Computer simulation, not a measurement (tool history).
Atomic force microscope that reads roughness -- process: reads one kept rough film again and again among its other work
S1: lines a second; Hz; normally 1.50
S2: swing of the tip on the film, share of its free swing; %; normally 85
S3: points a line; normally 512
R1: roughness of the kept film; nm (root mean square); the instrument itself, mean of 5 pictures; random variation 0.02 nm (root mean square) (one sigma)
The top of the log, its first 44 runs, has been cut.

Run 45, hour 422.4: usual settings but S1 1.18 Hz, S2 81 %, S3 449. Result: R1 4.751 nm (root mean square).
Run 46, hour 432.8: usual settings but S1 2.77 Hz, S2 65 %, S3 810. Result: R1 4.719 nm (root mean square).
Run 47, hour 440.7: usual settings but S2 75 %, S3 282. Result: R1 4.704 nm (root mean square).
Run 48, hour 447.9: usual settings but S1 2.65 Hz, S2 64 %, S3 860. Result: R1 4.699 nm (root mean square).
At hour 450.3: new tip fitted.
Run 49, hour 460.6: usual settings but S1 1.72 Hz, S2 73 %, S3 860. Result: R1 5.218 nm (root mean square).
Run 50, hour 472.4: usual settings but S1 1.72 Hz, S2 57 %, S3 860. Result: R1 5.430 nm (root mean square).
Run 51, hour 480.2: usual settings but S1 1.72 Hz, S2 57 %, S3 860. Result: R1 5.430 nm (root mean square).
Run 52, hour 493.5: usual settings but S2 55 %, S3 719. Result: R1 5.416 nm (root mean square).
Run 53, hour 502.8: usual settings but S1 1.45 Hz, S2 61 %, S3 341. Result: R1 5.306 nm (root mean square).

Predict each of these 3 candidate next runs independently; none follows another, all start after run 53:
Run A, hour 515.2: usual settings but S1 1.89 Hz, S2 62 %, S3 362. Result: R1 ?.
Run B, hour 515.2: usual settings but S1 3.85 Hz, S2 72 %, S3 537. Result: R1 ?.
Run C, hour 515.2: usual settings but S1 3.54 Hz, S2 83 %, S3 842. Result: R1 ?.

run     R1
  A  5.195
  B  4.659
  C  4.319
Had the tool no hidden state, the same runs would have come out as:
run     R1
  A  5.365
  B  4.812
  C  4.460

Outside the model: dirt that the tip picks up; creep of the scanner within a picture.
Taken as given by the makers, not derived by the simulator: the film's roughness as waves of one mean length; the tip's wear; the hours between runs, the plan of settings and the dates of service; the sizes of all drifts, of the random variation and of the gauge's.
